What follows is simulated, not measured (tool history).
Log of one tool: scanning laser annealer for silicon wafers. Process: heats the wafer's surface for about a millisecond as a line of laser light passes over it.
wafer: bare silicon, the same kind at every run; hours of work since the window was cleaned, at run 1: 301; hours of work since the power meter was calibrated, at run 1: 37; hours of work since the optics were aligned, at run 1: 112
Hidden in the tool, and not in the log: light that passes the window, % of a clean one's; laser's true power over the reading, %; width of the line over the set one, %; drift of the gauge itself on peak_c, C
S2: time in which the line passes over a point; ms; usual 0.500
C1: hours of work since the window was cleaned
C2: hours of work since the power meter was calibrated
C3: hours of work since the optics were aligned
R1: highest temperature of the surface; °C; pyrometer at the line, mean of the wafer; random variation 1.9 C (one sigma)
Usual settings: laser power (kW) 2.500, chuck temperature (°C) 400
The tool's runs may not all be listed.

Run 1, hour 0.0: usual settings; C1 301; C2 37; C3 112. Result: R1 1104 °C.
Run 2, hour 26.9: usual settings but chuck temperature (°C) 393; C1 321; C2 56; C3 132. Result: R1 1093 °C.
Run 3, hour 51.8: usual settings but laser power (kW) 2.471, chuck temperature (°C) 393; C1 339; C2 75; C3 150. Result: R1 1081 °C.
Run 4, hour 75.8: usual settings but laser power (kW) 2.471, chuck temperature (°C) 393; C1 357; C2 92; C3 167. Result: R1 1077 °C.
At hour 88.9: window over the wafer cleaned.
Run 5, hour 105.1: usual settings but laser power (kW) 2.471, chuck temperature (°C) 393; C1 12; C2 112; C3 187. Result: R1 1114 °C.
Run 6, hour 134.1: usual settings but laser power (kW) 2.471, chuck temperature (°C) 393; C1 33; C2 133; C3 209. Result: R1 1111 °C.
Run 7, hour 171.3: usual settings but laser power (kW) 2.471, chuck temperature (°C) 393; C1 60; C2 161; C3 236. Result: R1 1108 °C.
Run 8, hour 196.7: usual settings; C1 79; C2 179; C3 254. Result: R1 1126 °C.
Run 9, hour 226.6: usual settings; C1 101; C2 201; C3 276. Result: R1 1121 °C.
Run 10, hour 261.5: usual settings; C1 126; C2 227; C3 302. Result: R1 1118 °C.
Run 11, hour 281.1: usual settings but S2 0.476 ms; C1 141; C2 241; C3 316. Result: R1 1096 °C.
Run 12, hour 315.0: usual settings; C1 165; C2 266; C3 341. Result: R1 1115 °C.
Run 13, hour 332.1: usual settings; C1 178; C2 278; C3 353. Result: R1 1108 °C.
Run 14, hour 359.3: usual settings but chuck temperature (°C) 365; C1 198; C2 298; C3 373. Result: R1 1071 °C.
Run 15, hour 388.9: usual settings but S2 0.499 ms, chuck temperature (°C) 365; C1 220; C2 320; C3 395. Result: R1 1068 °C.
Run 16, hour 419.0: usual settings but laser power (kW) 2.362, S2 0.499 ms, chuck temperature (°C) 365; C1 242; C2 342; C3 417. Result: R1 1021 °C.
Run 17, hour 452.0: usual settings but laser power (kW) 2.547, S2 0.499 ms, chuck temperature (°C) 365; C1 266; C2 366; C3 441. Result: R1 1079 °C.
Run 18, hour 490.0: usual settings but laser power (kW) 2.547, S2 0.499 ms, chuck temperature (°C) 365; C1 294; C2 394; C3 469. Result: R1 1074 °C.
Run 19, hour 516.8: usual settings but chuck temperature (°C) 438; C1 313; C2 414; C3 489. Result: R1 1124 °C.
Run 20, hour 540.4: usual settings but chuck temperature (°C) 438; C1 331; C2 431; C3 506. Result: R1 1128 °C.
Run 21, hour 562.7: usual settings but laser power (kW) 2.418; C1 347; C2 447; C3 522. Result: R1 1061 °C.
Run 22, hour 580.7: usual settings but laser power (kW) 2.608, S2 0.554 ms, chuck temperature (°C) 366; C1 360; C2 460; C3 535. Result: R1 1129 °C.
At hour 589.6: window over the wafer cleaned.
Run 23, hour 610.2: usual settings but laser power (kW) 2.180, chuck temperature (°C) 384; C1 15; C2 481; C3 556. Result: R1 999 °C.
Run 24, hour 630.3: usual settings but chuck temperature (°C) 394; C1 30; C2 495; C3 570. Result: R1 1116 °C.
Run 25, hour 650.2: usual settings but laser power (kW) 2.140, S2 0.614 ms, chuck temperature (°C) 439; C1 44; C2 510; C3 585. Result: R1 1107 °C.
Run 26, hour 688.1: usual settings but laser power (kW) 2.704; C1 72; C2 538; C3 613. Result: R1 1192 °C.
Run 27, hour 710.0: usual settings but chuck temperature (°C) 367; C1 88; C2 554; C3 629. Result: R1 1083 °C.
At hour 716.9: optics aligned, line set to its width.
Run 28, hour 731.0: usual settings but chuck temperature (°C) 367; C1 100; C2 565; C3 10. Result: R1 1083 °C.
Run 29, hour 766.4: usual settings but laser power (kW) 2.386, S2 0.543 ms, chuck temperature (°C) 431; C1 126; C2 591; C3 36. Result: R1 1132 °C.
Run 30, hour 786.6: usual settings but laser power (kW) 2.354, S2 0.543 ms, chuck temperature (°C) 406; C1 141; C2 606; C3 51. Result: R1 1095 °C.
Run 31, hour 823.9: usual settings but chuck temperature (°C) 409; C1 168; C2 633; C3 78. Result: R1 1108 °C.
Run 32, hour 839.9: usual settings but laser power (kW) 2.729, S2 0.391 ms, chuck temperature (°C) 409; C1 180; C2 645; C3 90. Result: R1 1092 °C.
Run 33, hour 861.7: usual settings but laser power (kW) 2.729, S2 0.391 ms, chuck temperature (°C) 420; C1 196; C2 661; C3 106. Result: R1 1101 °C.
Run 34, hour 897.7: usual settings but laser power (kW) 2.742, chuck temperature (°C) 434; C1 222; C2 687; C3 132. Result: R1 1212 °C.
Run 35, hour 920.6: usual settings but laser power (kW) 2.742, chuck temperature (°C) 391; C1 239; C2 704; C3 149. Result: R1 1166 °C.
At hour 946.0: optics aligned, line set to its width, once more.
Run 36, hour 956.7: usual settings but laser power (kW) 2.742, chuck temperature (°C) 391; C1 261; C2 727; C3 8. Result: R1 1175 °C.
Run 37, hour 989.4: usual settings but laser power (kW) 2.742, chuck temperature (°C) 391; C1 285; C2 751; C3 32. Result: R1 1173 °C.
Run 38, hour 1005.8: usual settings but laser power (kW) 2.742, chuck temperature (°C) 391; C1 297; C2 763; C3 44. Result: R1 1165 °C.
Run 39, hour 1035.7: usual settings but laser power (kW) 2.520, S2 0.551 ms; C1 319; C2 785; C3 66. Result: R1 1137 °C.
Run 40, hour 1067.8: usual settings but chuck temperature (°C) 369; C1 343; C2 808; C3 89. Result: R1 1058 °C.

Forecast each of these 3 alternatives for the next run:
At hour 1102.9: window over the wafer cleaned.
Run A, hour 1107.5: usual settings but laser power (kW) 2.239, S2 0.515 ms, chuck temperature (°C) 389; C1 3; C2 836; C3 117. Result: R1 ?.
At hour 1102.9: window over the wafer cleaned.
Run B, hour 1107.5: usual settings but S2 0.392 ms, chuck temperature (°C) 371; C1 3; C2 836; C3 117. Result: R1 ?.
At hour 1102.9: window over the wafer cleaned.
Run C, hour 1107.5: usual settings but laser power (kW) 2.661, chuck temperature (°C) 420; C1 3; C2 836; C3 117. Result: R1 ?.

run    R1
  A  1040
  B  1011
  C  1205
Without the tool's hidden state the same runs would have given:
run    R1
  A  1048
  B  1019
  C  1215
